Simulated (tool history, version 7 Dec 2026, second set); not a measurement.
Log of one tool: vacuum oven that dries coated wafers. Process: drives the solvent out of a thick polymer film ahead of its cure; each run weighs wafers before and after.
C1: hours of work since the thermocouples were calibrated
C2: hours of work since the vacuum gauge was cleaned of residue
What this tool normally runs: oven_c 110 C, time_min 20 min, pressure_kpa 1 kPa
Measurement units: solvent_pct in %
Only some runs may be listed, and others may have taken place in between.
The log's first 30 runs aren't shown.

Run 31, hour 2342.5: usual settings but oven_c 119 C, time_min 17 min, pressure_kpa 3.16 kPa; C1 812; C2 778. Result: solvent_pct 1.214 %.
Run 32, hour 2403.2: usual settings but oven_c 106 C, time_min 17 min, pressure_kpa 3.16 kPa; C1 853; C2 819. Result: solvent_pct 2.779 %.
Run 33, hour 2511.6: usual settings but time_min 12 min, pressure_kpa 1.02 kPa; C1 926; C2 892. Result: solvent_pct 1.941 %.
Run 34, hour 2592.9: usual settings but time_min 32 min; C1 981; C2 947. Result: solvent_pct 0.629 %.
Run 35, hour 2688.9: usual settings but oven_c 123 C, time_min 17 min, pressure_kpa 3.05 kPa; C1 1046; C2 1012. Result: solvent_pct 1 %.
Run 36, hour 2746.5: usual settings but oven_c 123 C, time_min 17 min, pressure_kpa 3.05 kPa; C1 1085; C2 1051. Result: solvent_pct 1.007 %.
Run 37, hour 2838.1: usual settings but time_min 35 min, pressure_kpa 0.94 kPa; C1 1147; C2 1113. Result: solvent_pct 0.583 %.
Run 38, hour 2920.5: usual settings but time_min 15 min, pressure_kpa 2.06 kPa; C1 1202; C2 1169. Result: solvent_pct 1.844 %.
Run 39, hour 3016.7: usual settings but oven_c 111 C, time_min 15 min, pressure_kpa 0.83 kPa; C1 1268; C2 1234. Result: solvent_pct 1.17 %.
Run 40, hour 3065.2: usual settings but time_min 11 min, pressure_kpa 3.55 kPa; C1 1300; C2 1266. Result: solvent_pct 3.167 %.

What if the next run were any one of these 4? Each begins from the tool's condition after run 40:
At hour 3077.2: oven's thermocouples calibrated.
Run A, hour 3138.1: usual settings but oven_c 104 C, time_min 11 min, pressure_kpa 1.48 kPa; C1 41; C2 1314. Result: solvent_pct ?.
At hour 3077.2: oven's thermocouples calibrated.
Run B, hour 3138.1: usual settings but oven_c 102 C, time_min 11 min, pressure_kpa 3.55 kPa; C1 41; C2 1314. Result: solvent_pct ?.
At hour 3077.2: oven's thermocouples calibrated.
Run C, hour 3138.1: usual settings; C1 41; C2 1314. Result: solvent_pct ?.
At hour 3077.2: oven's thermocouples calibrated.
Run D, hour 3138.1: usual settings but oven_c 120 C, time_min 11 min, pressure_kpa 1.58 kPa; C1 41; C2 1314. Result: solvent_pct ?.

run  solvent_pct
  A        3.866
  B        5.289
  C        0.996
  D        1.008
With the hidden condition removed and each run's random variation left untouched, the same runs would have given:
run  solvent_pct
  A        3.778
  B        5.202
  C        0.866
  D         0.92
